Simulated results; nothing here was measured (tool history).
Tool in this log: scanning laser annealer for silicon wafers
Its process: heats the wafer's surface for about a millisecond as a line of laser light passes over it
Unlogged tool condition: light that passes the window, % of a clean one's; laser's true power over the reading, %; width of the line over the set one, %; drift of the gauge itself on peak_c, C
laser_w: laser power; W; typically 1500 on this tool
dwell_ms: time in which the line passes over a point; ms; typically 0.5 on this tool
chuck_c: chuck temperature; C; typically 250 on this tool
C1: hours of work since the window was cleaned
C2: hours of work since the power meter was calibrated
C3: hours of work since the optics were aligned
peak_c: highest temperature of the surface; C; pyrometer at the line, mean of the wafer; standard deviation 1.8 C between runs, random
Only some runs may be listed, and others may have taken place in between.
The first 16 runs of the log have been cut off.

run 17 day=14.692 | laser_w=1500 dwell_ms=0.5 chuck_c=251 | C1=259 C2=547 C3=839 | peak_c=1060
run 18 day=15.592 | laser_w=1500 dwell_ms=0.552 chuck_c=250 | C1=276 C2=564 C3=856 | peak_c=1097
-- day=15.917 optics aligned, line set to its width
run 19 day=16.7 | laser_w=1500 dwell_ms=0.552 chuck_c=250 | C1=292 C2=581 C3=15 | peak_c=1096
run 20 day=17.279 | laser_w=1500 dwell_ms=0.552 chuck_c=250 | C1=303 C2=591 C3=25 | peak_c=1092
run 21 day=17.8 | laser_w=1500 dwell_ms=0.5 chuck_c=227 | C1=313 C2=601 C3=35 | peak_c=1034
run 22 day=18.912 | laser_w=1381 dwell_ms=0.541 chuck_c=254 | C1=334 C2=622 C3=56 | peak_c=1018
run 23 day=19.804 | laser_w=1571 dwell_ms=0.5 chuck_c=235 | C1=350 C2=639 C3=73 | peak_c=1083
run 24 day=20.646 | laser_w=1571 dwell_ms=0.5 chuck_c=235 | C1=366 C2=654 C3=88 | peak_c=1086
run 25 day=21.892 | laser_w=1571 dwell_ms=0.5 chuck_c=235 | C1=389 C2=678 C3=112 | peak_c=1088
run 26 day=23.179 | laser_w=1571 dwell_ms=0.5 chuck_c=235 | C1=413 C2=702 C3=136 | peak_c=1089
run 27 day=24.158 | laser_w=1500 dwell_ms=0.5 chuck_c=227 | C1=432 C2=720 C3=154 | peak_c=1033
run 28 day=25.338 | laser_w=1500 dwell_ms=0.5 chuck_c=227 | C1=454 C2=742 C3=176 | peak_c=1033
run 29 day=26.571 | laser_w=1500 dwell_ms=0.403 chuck_c=283 | C1=477 C2=765 C3=199 | peak_c=1017
run 30 day=27.317 | laser_w=1555 dwell_ms=0.5 chuck_c=216 | C1=491 C2=779 C3=213 | peak_c=1057
run 31 day=28.167 | laser_w=1612 dwell_ms=0.505 chuck_c=275 | C1=507 C2=795 C3=229 | peak_c=1151
run 32 day=29.133 | laser_w=1612 dwell_ms=0.505 chuck_c=275 | C1=525 C2=813 C3=247 | peak_c=1154
run 33 day=30.142 | laser_w=1415 dwell_ms=0.592 chuck_c=253 | C1=544 C2=832 C3=266 | peak_c=1070
run 34 day=31.042 | laser_w=1413 dwell_ms=0.5 chuck_c=287 | C1=560 C2=849 C3=283 | peak_c=1040
run 35 day=31.667 | laser_w=1452 dwell_ms=0.5 chuck_c=287 | C1=572 C2=860 C3=294 | peak_c=1067
run 36 day=32.758 | laser_w=1500 dwell_ms=0.352 chuck_c=273 | C1=592 C2=881 C3=315 | peak_c=959
run 37 day=33.888 | laser_w=1307 dwell_ms=0.465 chuck_c=277 | C1=614 C2=902 C3=336 | peak_c=944
run 38 day=34.804 | laser_w=1500 dwell_ms=0.5 chuck_c=267 | C1=631 C2=919 C3=353 | peak_c=1075
run 39 day=35.717 | laser_w=1500 dwell_ms=0.5 chuck_c=268 | C1=648 C2=936 C3=370 | peak_c=1076
run 40 day=36.862 | laser_w=1569 dwell_ms=0.591 chuck_c=250 | C1=669 C2=957 C3=391 | peak_c=1167

Below are 3 alternative next runs, each starting from the tool's condition after run 40. Predict each:
run A day=38.017 | laser_w=1484 dwell_ms=0.374 chuck_c=215 | C1=691 C2=979 C3=413 | peak_c=?
run B day=38.017 | laser_w=1561 dwell_ms=0.488 chuck_c=244 | C1=691 C2=979 C3=413 | peak_c=?
run C day=38.017 | laser_w=1344 dwell_ms=0.486 chuck_c=257 | C1=691 C2=979 C3=413 | peak_c=?

run=A peak_c=908
run=B peak_c=1075
run=C peak_c=960
The same runs, with their run-to-run variation unchanged, on a tool lacking any hidden condition would have given:
run=A peak_c=909
run=B peak_c=1077
run=C peak_c=961
